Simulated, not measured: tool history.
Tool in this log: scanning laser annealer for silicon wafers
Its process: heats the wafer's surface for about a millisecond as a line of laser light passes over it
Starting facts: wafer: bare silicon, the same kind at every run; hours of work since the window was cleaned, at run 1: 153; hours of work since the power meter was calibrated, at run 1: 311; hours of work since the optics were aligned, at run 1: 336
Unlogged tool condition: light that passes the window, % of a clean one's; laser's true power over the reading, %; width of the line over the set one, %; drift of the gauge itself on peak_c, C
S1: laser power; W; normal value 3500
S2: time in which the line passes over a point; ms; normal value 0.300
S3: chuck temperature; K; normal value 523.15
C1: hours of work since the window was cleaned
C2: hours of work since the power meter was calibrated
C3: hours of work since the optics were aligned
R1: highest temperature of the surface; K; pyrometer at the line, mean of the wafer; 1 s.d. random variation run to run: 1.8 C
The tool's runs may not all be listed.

{"run": 1, "hour": 0.0, "S1": 3500, "S2": 0.3, "S3": 523.15, "C1": 153, "C2": 311, "C3": 336, "R1": 1211.15}
{"run": 2, "hour": 8.4, "S1": 3500, "S2": 0.3, "S3": 525.15, "C1": 159, "C2": 318, "C3": 342, "R1": 1213.15}
{"run": 3, "hour": 16.9, "S1": 3500, "S2": 0.3, "S3": 520.15, "C1": 166, "C2": 324, "C3": 349, "R1": 1207.15}
{"run": 4, "hour": 25.8, "S1": 3500, "S2": 0.3, "S3": 520.15, "C1": 172, "C2": 331, "C3": 355, "R1": 1204.15}
{"run": 5, "hour": 32.2, "S1": 3500, "S2": 0.3, "S3": 520.15, "C1": 177, "C2": 335, "C3": 360, "R1": 1208.15}
{"run": 6, "hour": 41.1, "S1": 3500, "S2": 0.3, "S3": 520.15, "C1": 184, "C2": 342, "C3": 367, "R1": 1204.15}
{"run": 7, "hour": 49.2, "S1": 3500, "S2": 0.25, "S3": 523.15, "C1": 190, "C2": 348, "C3": 373, "R1": 1152.15}
{"run": 8, "hour": 57.9, "S1": 3500, "S2": 0.25, "S3": 523.15, "C1": 196, "C2": 355, "C3": 379, "R1": 1153.15}
{"run": 9, "hour": 63.5, "S1": 3500, "S2": 0.25, "S3": 523.15, "C1": 201, "C2": 359, "C3": 384, "R1": 1151.15}
{"run": 10, "hour": 73.4, "S1": 3500, "S2": 0.25, "S3": 523.15, "C1": 208, "C2": 366, "C3": 391, "R1": 1154.15}
{"run": 11, "hour": 82.5, "S1": 3076, "S2": 0.25, "S3": 523.15, "C1": 215, "C2": 373, "C3": 398, "R1": 1065.15}
{"run": 12, "hour": 88.0, "S1": 3076, "S2": 0.25, "S3": 523.15, "C1": 219, "C2": 377, "C3": 402, "R1": 1066.15}
{"run": 13, "hour": 93.6, "S1": 3500, "S2": 0.3, "S3": 523.15, "C1": 223, "C2": 382, "C3": 406, "R1": 1205.15}
{"run": 14, "hour": 98.7, "S1": 3500, "S2": 0.3, "S3": 523.15, "C1": 227, "C2": 385, "C3": 410, "R1": 1209.15}
{"run": 15, "hour": 109.4, "S1": 3500, "S2": 0.3, "S3": 523.15, "C1": 235, "C2": 394, "C3": 418, "R1": 1204.15}
{"run": 16, "hour": 115.6, "S1": 3500, "S2": 0.233, "S3": 523.15, "C1": 240, "C2": 398, "C3": 423, "R1": 1128.15}
{"run": 17, "hour": 121.8, "S1": 3500, "S2": 0.32, "S3": 523.15, "C1": 245, "C2": 403, "C3": 428, "R1": 1227.15}
{"run": 18, "hour": 131.0, "S1": 3500, "S2": 0.32, "S3": 523.15, "C1": 251, "C2": 410, "C3": 434, "R1": 1222.15}
{"run": 19, "hour": 141.8, "S1": 3500, "S2": 0.3, "S3": 523.15, "C1": 260, "C2": 418, "C3": 443, "R1": 1203.15}
{"run": 20, "hour": 147.2, "S1": 3500, "S2": 0.3, "S3": 523.15, "C1": 264, "C2": 422, "C3": 447, "R1": 1201.15}
{"run": 21, "hour": 154.2, "S1": 3175, "S2": 0.3, "S3": 523.15, "C1": 269, "C2": 427, "C3": 452, "R1": 1132.15}
{"run": 22, "hour": 158.7, "S1": 3660, "S2": 0.345, "S3": 508.15, "C1": 272, "C2": 431, "C3": 455, "R1": 1270.15}
{"run": 23, "hour": 167.3, "S1": 3660, "S2": 0.213, "S3": 508.15, "C1": 279, "C2": 437, "C3": 462, "R1": 1115.15}
{"run": 24, "hour": 172.4, "S1": 3660, "S2": 0.213, "S3": 508.15, "C1": 283, "C2": 441, "C3": 466, "R1": 1119.15}
{"run": 25, "hour": 179.4, "S1": 3344, "S2": 0.3, "S3": 530.15, "C1": 288, "C2": 446, "C3": 471, "R1": 1174.15}
{"run": 26, "hour": 187.8, "S1": 3234, "S2": 0.3, "S3": 523.15, "C1": 294, "C2": 453, "C3": 477, "R1": 1139.15}
{"run": 27, "hour": 197.8, "S1": 3074, "S2": 0.369, "S3": 515.15, "C1": 302, "C2": 460, "C3": 485, "R1": 1160.15}
{"run": 28, "hour": 207.9, "S1": 3782, "S2": 0.238, "S3": 509.15, "C1": 309, "C2": 468, "C3": 492, "R1": 1169.15}
{"run": 29, "hour": 212.9, "S1": 3782, "S2": 0.238, "S3": 509.15, "C1": 313, "C2": 471, "C3": 496, "R1": 1174.15}
{"run": 30, "hour": 222.9, "S1": 3369, "S2": 0.238, "S3": 558.15, "C1": 321, "C2": 479, "C3": 504, "R1": 1139.15}
{"run": 31, "hour": 233.4, "S1": 3143, "S2": 0.266, "S3": 535.15, "C1": 329, "C2": 487, "C3": 512, "R1": 1100.15}
{"run": 32, "hour": 240.7, "S1": 3143, "S2": 0.266, "S3": 535.15, "C1": 334, "C2": 492, "C3": 517, "R1": 1099.15}
{"run": 33, "hour": 250.0, "S1": 3143, "S2": 0.319, "S3": 505.15, "C1": 341, "C2": 499, "C3": 524, "R1": 1121.15}
{"run": 34, "hour": 260.2, "S1": 3143, "S2": 0.319, "S3": 505.15, "C1": 349, "C2": 507, "C3": 532, "R1": 1122.15}
{"run": 35, "hour": 265.6, "S1": 3076, "S2": 0.212, "S3": 500.15, "C1": 353, "C2": 511, "C3": 536, "R1": 998.15}
{"run": 36, "hour": 275.5, "S1": 3286, "S2": 0.212, "S3": 500.15, "C1": 360, "C2": 519, "C3": 543, "R1": 1031.15}
{"run": 37, "hour": 283.4, "S1": 3286, "S2": 0.212, "S3": 500.15, "C1": 366, "C2": 525, "C3": 549, "R1": 1032.15}
{"run": 38, "hour": 291.1, "S1": 3603, "S2": 0.3, "S3": 523.15, "C1": 372, "C2": 530, "C3": 555, "R1": 1215.15}
{"run": 39, "hour": 299.2, "S1": 3603, "S2": 0.3, "S3": 523.15, "C1": 378, "C2": 536, "C3": 561, "R1": 1215.15}
{"run": 40, "hour": 305.4, "S1": 3603, "S2": 0.3, "S3": 518.15, "C1": 383, "C2": 541, "C3": 566, "R1": 1211.15}
{"run": 41, "hour": 314.1, "S1": 3229, "S2": 0.3, "S3": 495.15, "C1": 389, "C2": 548, "C3": 572, "R1": 1110.15}
{"run": 42, "hour": 322.7, "S1": 3172, "S2": 0.3, "S3": 520.15, "C1": 396, "C2": 554, "C3": 579, "R1": 1124.15}

3 options for the next run, each taken on its own from the tool as it stands now. Forecast them:
{"run": "A", "hour": 328.9, "S1": 3745, "S2": 0.233, "S3": 561.15, "C1": 400, "C2": 559, "C3": 584, "R1": "?"}
{"run": "B", "hour": 328.9, "S1": 3172, "S2": 0.302, "S3": 514.15, "C1": 400, "C2": 559, "C3": 584, "R1": "?"}
{"run": "C", "hour": 328.9, "S1": 3500, "S2": 0.243, "S3": 523.15, "C1": 400, "C2": 559, "C3": 584, "R1": "?"}

run=A R1=1201.15
run=B R1=1120.15
run=C R1=1129.15
Without the tool's hidden state the same runs would have given:
run=A R1=1234.15
run=B R1=1151.15
run=C R1=1160.15
